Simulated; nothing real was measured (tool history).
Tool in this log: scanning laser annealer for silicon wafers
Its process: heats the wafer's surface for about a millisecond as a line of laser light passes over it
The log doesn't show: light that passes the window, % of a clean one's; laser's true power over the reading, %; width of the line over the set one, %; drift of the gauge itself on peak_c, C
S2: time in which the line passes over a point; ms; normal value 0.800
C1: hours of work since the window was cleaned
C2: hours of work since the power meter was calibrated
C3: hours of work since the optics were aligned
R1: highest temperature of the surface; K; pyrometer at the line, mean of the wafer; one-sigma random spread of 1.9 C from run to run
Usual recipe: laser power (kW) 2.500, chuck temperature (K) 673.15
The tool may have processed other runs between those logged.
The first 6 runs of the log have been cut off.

run 7 day=8.758 | laser_power_(kW)=2.500 S2=0.800 chuck_temperature_(K)=641.15 | C1=250 C2=292 C3=250 | R1=1380.15
run 8 day=10.433 | laser_power_(kW)=2.500 S2=0.800 chuck_temperature_(K)=641.15 | C1=273 C2=315 C3=273 | R1=1384.15
run 9 day=11.612 | laser_power_(kW)=2.500 S2=0.800 chuck_temperature_(K)=641.15 | C1=290 C2=332 C3=290 | R1=1381.15
run 10 day=12.929 | laser_power_(kW)=2.500 S2=0.800 chuck_temperature_(K)=641.15 | C1=308 C2=350 C3=308 | R1=1378.15
run 11 day=14.742 | laser_power_(kW)=2.500 S2=0.800 chuck_temperature_(K)=641.15 | C1=333 C2=375 C3=333 | R1=1374.15
run 12 day=15.771 | laser_power_(kW)=2.500 S2=0.800 chuck_temperature_(K)=641.15 | C1=347 C2=390 C3=347 | R1=1373.15
run 13 day=16.708 | laser_power_(kW)=2.500 S2=0.800 chuck_temperature_(K)=641.15 | C1=361 C2=403 C3=361 | R1=1373.15
run 14 day=17.846 | laser_power_(kW)=2.702 S2=0.800 chuck_temperature_(K)=641.15 | C1=376 C2=418 C3=376 | R1=1448.15
run 15 day=19.138 | laser_power_(kW)=2.702 S2=0.800 chuck_temperature_(K)=641.15 | C1=394 C2=436 C3=394 | R1=1446.15
run 16 day=20.704 | laser_power_(kW)=2.140 S2=0.800 chuck_temperature_(K)=673.15 | C1=416 C2=458 C3=416 | R1=1265.15
-- day=21.050 optics aligned, line set to its width
run 17 day=22.938 | laser_power_(kW)=2.140 S2=0.800 chuck_temperature_(K)=661.15 | C1=444 C2=486 C3=26 | R1=1249.15
run 18 day=24.992 | laser_power_(kW)=2.140 S2=0.800 chuck_temperature_(K)=661.15 | C1=473 C2=515 C3=55 | R1=1244.15
run 19 day=26.700 | laser_power_(kW)=2.500 S2=0.800 chuck_temperature_(K)=660.15 | C1=496 C2=539 C3=79 | R1=1374.15
-- day=28.200 optics aligned, line set to its width, once more
run 20 day=28.325 | laser_power_(kW)=2.500 S2=0.800 chuck_temperature_(K)=660.15 | C1=516 C2=558 C3=2 | R1=1391.15
-- day=29.350 window over the wafer cleaned
run 21 day=29.692 | laser_power_(kW)=2.500 S2=0.800 chuck_temperature_(K)=660.15 | C1=5 C2=576 C3=20 | R1=1423.15
run 22 day=31.300 | laser_power_(kW)=2.366 S2=0.669 chuck_temperature_(K)=696.15 | C1=27 C2=599 C3=42 | R1=1345.15
run 23 day=32.175 | laser_power_(kW)=2.320 S2=0.691 chuck_temperature_(K)=643.15 | C1=39 C2=611 C3=54 | R1=1285.15
run 24 day=33.738 | laser_power_(kW)=2.320 S2=0.691 chuck_temperature_(K)=643.15 | C1=61 C2=632 C3=76 | R1=1284.15

Forecast run 25:
run 25 day=35.200 | laser_power_(kW)=2.567 S2=0.858 chuck_temperature_(K)=634.15 | C1=81 C2=653 C3=96 | R1=?

{"run 25": {"R1": 1441.15}}
Minus the tool's unlogged condition, the same run would have read R1 1451.15 K.
